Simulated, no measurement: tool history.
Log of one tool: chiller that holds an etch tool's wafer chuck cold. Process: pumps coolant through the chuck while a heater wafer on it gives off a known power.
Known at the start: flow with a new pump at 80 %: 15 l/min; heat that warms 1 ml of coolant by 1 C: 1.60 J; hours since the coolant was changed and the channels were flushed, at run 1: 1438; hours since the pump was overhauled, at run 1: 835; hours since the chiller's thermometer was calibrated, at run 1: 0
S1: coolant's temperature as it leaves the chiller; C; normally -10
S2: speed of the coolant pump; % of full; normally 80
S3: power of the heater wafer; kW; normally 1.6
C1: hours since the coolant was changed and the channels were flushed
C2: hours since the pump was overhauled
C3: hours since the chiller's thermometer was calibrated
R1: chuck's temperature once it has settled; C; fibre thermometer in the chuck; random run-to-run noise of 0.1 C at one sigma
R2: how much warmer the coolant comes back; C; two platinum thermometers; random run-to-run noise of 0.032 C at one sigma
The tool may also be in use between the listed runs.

run 1 day=0 | S1=-10 S2=80 S3=1.6 | C1=1438 C2=835 C3=0 | R1=4.8 R2=4.02
run 2 day=1.471 | S1=-10 S2=80 S3=1.6 | C1=1474 C2=870 C3=35 | R1=5.1 R2=4.06
run 3 day=2.312 | S1=-10 S2=80 S3=1.6 | C1=1494 C2=891 C3=56 | R1=4.9 R2=4.02
run 4 day=3.158 | S1=-10 S2=80 S3=1.6 | C1=1514 C2=911 C3=76 | R1=5 R2=4.06
run 5 day=4.054 | S1=-10 S2=80 S3=1.6 | C1=1536 C2=932 C3=97 | R1=5 R2=4.13
run 6 day=5.308 | S1=-10 S2=80 S3=1.6 | C1=1566 C2=963 C3=127 | R1=5 R2=4.04
run 7 day=6.175 | S1=-19 S2=80 S3=1.6 | C1=1587 C2=983 C3=148 | R1=-4 R2=3.97
run 8 day=7.438 | S1=-1 S2=80 S3=1.6 | C1=1617 C2=1014 C3=178 | R1=14.1 R2=4.02
run 9 day=8.6 | S1=-14 S2=80 S3=1.13 | C1=1645 C2=1041 C3=206 | R1=-3.3 R2=2.88
run 10 day=10.367 | S1=-5 S2=74 S3=2.294 | C1=1687 C2=1084 C3=249 | R1=17.6 R2=6.27
run 11 day=11.904 | S1=-10 S2=78 S3=2.117 | C1=1724 C2=1121 C3=286 | R1=10.2 R2=5.55
run 12 day=13.008 | S1=-10 S2=67 S3=0.836 | C1=1751 C2=1147 C3=312 | R1=-1.3 R2=2.51
run 13 day=14 | S1=-19 S2=63 S3=1.514 | C1=1774 C2=1171 C3=336 | R1=-2.6 R2=4.91
run 14 day=14.767 | S1=-9 S2=63 S3=1.514 | C1=1793 C2=1189 C3=354 | R1=7.2 R2=4.9

Table of differences, measured result less the result of that run with no hidden state. Run-to-run variation is the same in both. Gauge scatter possibly is not:
Hidden conditions of the tool in this case: heat passed by the chuck's channels, % of clean ones'; flow at a given pump speed, % of a new pump's; coolant's true temperature over the reading, C; drift of the gauge itself on chuck_c, C; drift of the gauge itself on warmer_back_c, C.
run=1 R1=+0.6 R2=+0.05
run=2 R1=+0.7 R2=+0.05
run=3 R1=+0.6 R2=+0.06
run=4 R1=+0.6 R2=+0.06
run=5 R1=+0.7 R2=+0.06
run=6 R1=+0.6 R2=+0.06
run=7 R1=+0.7 R2=+0.06
run=8 R1=+0.7 R2=+0.06
run=9 R1=+0.5 R2=+0.05
run=10 R1=+1.1 R2=+0.11
run=11 R1=+1 R2=+0.1
run=12 R1=+0.5 R2=+0.04
run=13 R1=+0.9 R2=+0.09
run=14 R1=+0.8 R2=+0.08
